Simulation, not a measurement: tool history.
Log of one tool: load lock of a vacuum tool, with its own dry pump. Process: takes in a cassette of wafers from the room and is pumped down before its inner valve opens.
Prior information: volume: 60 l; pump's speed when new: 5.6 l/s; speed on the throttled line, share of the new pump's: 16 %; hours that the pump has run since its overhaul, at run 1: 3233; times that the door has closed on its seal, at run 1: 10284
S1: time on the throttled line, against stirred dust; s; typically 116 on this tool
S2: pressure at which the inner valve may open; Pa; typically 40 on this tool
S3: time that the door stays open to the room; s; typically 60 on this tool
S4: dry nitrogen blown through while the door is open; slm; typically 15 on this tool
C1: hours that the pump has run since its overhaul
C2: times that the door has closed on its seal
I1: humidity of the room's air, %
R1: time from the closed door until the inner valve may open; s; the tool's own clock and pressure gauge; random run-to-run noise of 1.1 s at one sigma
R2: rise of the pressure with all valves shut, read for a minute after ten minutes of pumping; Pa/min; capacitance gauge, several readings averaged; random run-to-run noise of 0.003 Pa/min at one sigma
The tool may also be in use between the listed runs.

{"run": 1, "day": 0.0, "S1": 116, "S2": 40, "S3": 60, "S4": 15, "C1": 3233, "C2": 10284, "I1": 47.4, "R1": 182, "R2": 0.079}
{"run": 2, "day": 2.242, "S1": 116, "S2": 40, "S3": 60, "S4": 15, "C1": 3286, "C2": 10542, "I1": 41.7, "R1": 184.2, "R2": 0.079}
{"run": 3, "day": 7.083, "S1": 116, "S2": 40, "S3": 60, "S4": 16, "C1": 3403, "C2": 11101, "I1": 45.8, "R1": 183.8, "R2": 0.085}
{"run": 4, "day": 12.142, "S1": 116, "S2": 40, "S3": 60, "S4": 10, "C1": 3524, "C2": 11684, "I1": 45.7, "R1": 182.4, "R2": 0.095}
{"run": 5, "day": 16.279, "S1": 116, "S2": 40, "S3": 60, "S4": 10, "C1": 3623, "C2": 12162, "I1": 47.3, "R1": 181.5, "R2": 0.098}
{"run": 6, "day": 19.096, "S1": 116, "S2": 40, "S3": 60, "S4": 10, "C1": 3691, "C2": 12486, "I1": 46.8, "R1": 182.2, "R2": 0.104}
{"run": 7, "day": 24.079, "S1": 116, "S2": 40, "S3": 60, "S4": 10, "C1": 3811, "C2": 13061, "I1": 46.1, "R1": 183.9, "R2": 0.103}
{"run": 8, "day": 29.254, "S1": 116, "S2": 40, "S3": 60, "S4": 15, "C1": 3935, "C2": 13658, "I1": 46, "R1": 185.5, "R2": 0.101}
{"run": 9, "day": 31.604, "S1": 116, "S2": 40, "S3": 60, "S4": 7, "C1": 3991, "C2": 13929, "I1": 44.2, "R1": 180.4, "R2": 0.108}
{"run": 10, "day": 34.458, "S1": 116, "S2": 42, "S3": 60, "S4": 15, "C1": 4060, "C2": 14259, "I1": 46.1, "R1": 183, "R2": 0.108}
{"run": 11, "day": 38.675, "S1": 116, "S2": 40, "S3": 60, "S4": 15, "C1": 4161, "C2": 14745, "I1": 46, "R1": 184.4, "R2": 0.113}
{"run": 12, "day": 41.417, "S1": 116, "S2": 40, "S3": 60, "S4": 15, "C1": 4227, "C2": 15061, "I1": 45.4, "R1": 181.8, "R2": 0.113}
{"run": 13, "day": 46.029, "S1": 116, "S2": 40, "S3": 60, "S4": 15, "C1": 4337, "C2": 15593, "I1": 47.1, "R1": 180, "R2": 0.116}
{"run": 14, "day": 51.408, "S1": 116, "S2": 40, "S3": 60, "S4": 15, "C1": 4466, "C2": 16213, "I1": 46.4, "R1": 181.4, "R2": 0.12}
{"run": 15, "day": 55.625, "S1": 116, "S2": 40, "S3": 60, "S4": 15, "C1": 4568, "C2": 16700, "I1": 46.4, "R1": 181.3, "R2": 0.129}
{"run": 16, "day": 59.858, "S1": 116, "S2": 40, "S3": 60, "S4": 15, "C1": 4669, "C2": 17188, "I1": 43.3, "R1": 184.4, "R2": 0.134}
{"run": 17, "day": 64.533, "S1": 62, "S2": 40, "S3": 60, "S4": 15, "C1": 4781, "C2": 17727, "I1": 44.3, "R1": 138.4, "R2": 0.137}
{"run": 18, "day": 67.717, "S1": 62, "S2": 40, "S3": 60, "S4": 15, "C1": 4858, "C2": 18094, "I1": 44.4, "R1": 137.6, "R2": 0.141}
{"run": 19, "day": 70.983, "S1": 220, "S2": 51, "S3": 114, "S4": 31, "C1": 4936, "C2": 18471, "I1": 47.4, "R1": 267.9, "R2": 0.145}
{"run": 20, "day": 73.467, "S1": 190, "S2": 40, "S3": 114, "S4": 4, "C1": 4996, "C2": 18758, "I1": 43.6, "R1": 244.5, "R2": 0.168}
{"run": 21, "day": 76.65, "S1": 89, "S2": 54, "S3": 202, "S4": 31, "C1": 5072, "C2": 19125, "I1": 42.3, "R1": 158.3, "R2": 0.154}
{"run": 22, "day": 80.85, "S1": 89, "S2": 54, "S3": 202, "S4": 31, "C1": 5173, "C2": 19609, "I1": 42.1, "R1": 158.1, "R2": 0.158}
{"run": 23, "day": 83.2, "S1": 89, "S2": 54, "S3": 202, "S4": 31, "C1": 5230, "C2": 19880, "I1": 46.7, "R1": 159.6, "R2": 0.163}
{"run": 24, "day": 87.654, "S1": 116, "S2": 31, "S3": 60, "S4": 15, "C1": 5336, "C2": 20394, "I1": 44, "R1": 186.3, "R2": 0.161}
{"run": 25, "day": 92.354, "S1": 162, "S2": 40, "S3": 60, "S4": 15, "C1": 5449, "C2": 20936, "I1": 48.4, "R1": 223.5, "R2": 0.169}
{"run": 26, "day": 95.875, "S1": 70, "S2": 56, "S3": 70, "S4": 15, "C1": 5534, "C2": 21342, "I1": 45.5, "R1": 140.9, "R2": 0.17}
{"run": 27, "day": 101.254, "S1": 70, "S2": 58, "S3": 94, "S4": 15, "C1": 5663, "C2": 21962, "I1": 46.7, "R1": 141.6, "R2": 0.185}
{"run": 28, "day": 105.075, "S1": 96, "S2": 53, "S3": 36, "S4": 12, "C1": 5755, "C2": 22403, "I1": 44.2, "R1": 164.8, "R2": 0.178}
{"run": 29, "day": 109.238, "S1": 96, "S2": 53, "S3": 36, "S4": 12, "C1": 5854, "C2": 22883, "I1": 41.8, "R1": 164.7, "R2": 0.179}
{"run": 30, "day": 112.712, "S1": 96, "S2": 53, "S3": 36, "S4": 12, "C1": 5938, "C2": 23284, "I1": 46.7, "R1": 163.5, "R2": 0.189}
{"run": 31, "day": 117.262, "S1": 96, "S2": 53, "S3": 36, "S4": 12, "C1": 6047, "C2": 23809, "I1": 46.2, "R1": 163.4, "R2": 0.193}
{"run": 32, "day": 121.312, "S1": 96, "S2": 53, "S3": 36, "S4": 12, "C1": 6144, "C2": 24276, "I1": 49, "R1": 163.4, "R2": 0.199}
{"run": 33, "day": 125.783, "S1": 116, "S2": 62, "S3": 70, "S4": 15, "C1": 6252, "C2": 24792, "I1": 45.3, "R1": 178.7, "R2": 0.214}
{"run": 34, "day": 130.6, "S1": 116, "S2": 62, "S3": 61, "S4": 15, "C1": 6367, "C2": 25347, "I1": 41.6, "R1": 178.3, "R2": 0.213}
{"run": 35, "day": 132.933, "S1": 116, "S2": 61, "S3": 94, "S4": 15, "C1": 6423, "C2": 25617, "I1": 44.1, "R1": 179.2, "R2": 0.228}
{"run": 36, "day": 136.325, "S1": 116, "S2": 78, "S3": 94, "S4": 15, "C1": 6505, "C2": 26008, "I1": 46.8, "R1": 178.1, "R2": 0.234}

5 options for the next run, each taken on its own from the tool as it stands now. Forecast them:
{"run": "A", "day": 139.183, "S1": 116, "S2": 55, "S3": 229, "S4": 15, "C1": 6573, "C2": 26337, "I1": 43.8, "R1": "?", "R2": "?"}
{"run": "B", "day": 139.183, "S1": 71, "S2": 34, "S3": 94, "S4": 5, "C1": 6573, "C2": 26337, "I1": 44, "R1": "?", "R2": "?"}
{"run": "C", "day": 139.183, "S1": 116, "S2": 42, "S3": 60, "S4": 16, "C1": 6573, "C2": 26337, "I1": 48.8, "R1": "?", "R2": "?"}
{"run": "D", "day": 139.183, "S1": 78, "S2": 73, "S3": 94, "S4": 15, "C1": 6573, "C2": 26337, "I1": 41.3, "R1": "?", "R2": "?"}
{"run": "E", "day": 139.183, "S1": 116, "S2": 78, "S3": 94, "S4": 17, "C1": 6573, "C2": 26337, "I1": 44.3, "R1": "?", "R2": "?"}

run=A R1=183.3 R2=0.258
run=B R1=148.2 R2=0.242
run=C R1=184.5 R2=0.234
run=D R1=145.5 R2=0.229
run=E R1=174.8 R2=0.233
Stripped of hidden state, with their random variation kept, the same runs would have yielded:
run=A R1=180.4 R2=0.057
run=B R1=144.8 R2=0.044
run=C R1=181.5 R2=0.037
run=D R1=142.5 R2=0.031
run=E R1=172.2 R2=0.032
